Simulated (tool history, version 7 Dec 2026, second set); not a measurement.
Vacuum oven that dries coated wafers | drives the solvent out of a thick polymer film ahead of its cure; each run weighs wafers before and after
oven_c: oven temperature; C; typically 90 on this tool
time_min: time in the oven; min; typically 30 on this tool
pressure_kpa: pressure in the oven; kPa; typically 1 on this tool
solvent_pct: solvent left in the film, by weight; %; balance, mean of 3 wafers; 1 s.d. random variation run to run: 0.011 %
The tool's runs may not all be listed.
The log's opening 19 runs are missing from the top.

| run | hour | oven_c | time_min | pressure_kpa | hours of work since the thermocouples were calibrated | hours of work since the vacuum gauge was cleaned of residue | solvent_pct |
|---|---|---|---|---|---|---|---|
| 20 | 976.2 | 90 | 24 | 2.5 | 240 | 94 | 3.27 |
| 21 | 1041.2 | 94 | 37 | 1.02 | 281 | 136 | 0.73 |
| 22 | 1112.2 | 103 | 27 | 1 | 327 | 181 | 0.42 |
| 23 | 1167.1 | 78 | 36 | 1 | 362 | 216 | 5.04 |
| 24 | 1243.5 | 90 | 30 | 3.19 | 411 | 265 | 2.86 |
| 25 | 1302 | 81 | 30 | 3.43 | 448 | 303 | 6.2 |
| 26 | 1358.3 | 81 | 30 | 3.43 | 484 | 339 | 6.18 |
| 27 | 1390.7 | 101 | 30 | 2.47 | 505 | 359 | 0.99 |
| 28 | 1470.7 | 101 | 30 | 2.47 | 556 | 410 | 0.99 |
| 29 | 1540.7 | 104 | 46 | 1 | 600 | 455 | 0.35 |
| 30 | 1583.9 | 104 | 46 | 1 | 628 | 483 | 0.36 |
| 31 | 1636.7 | 95 | 30 | 0.7 | 662 | 516 | 0.75 |
| 32 | 1716.7 | 89 | 30 | 2.06 | 713 | 568 | 2.5 |

What will run 33 give?
| 33 | 1777.9 | 97 | 40 | 2.06 | 752 | 607 | ? |

{"run 33": {"solvent_pct": 0.95}}
If the tool had no hidden condition, the same run with the same run-to-run variation would have returned solvent_pct 0.92 %.
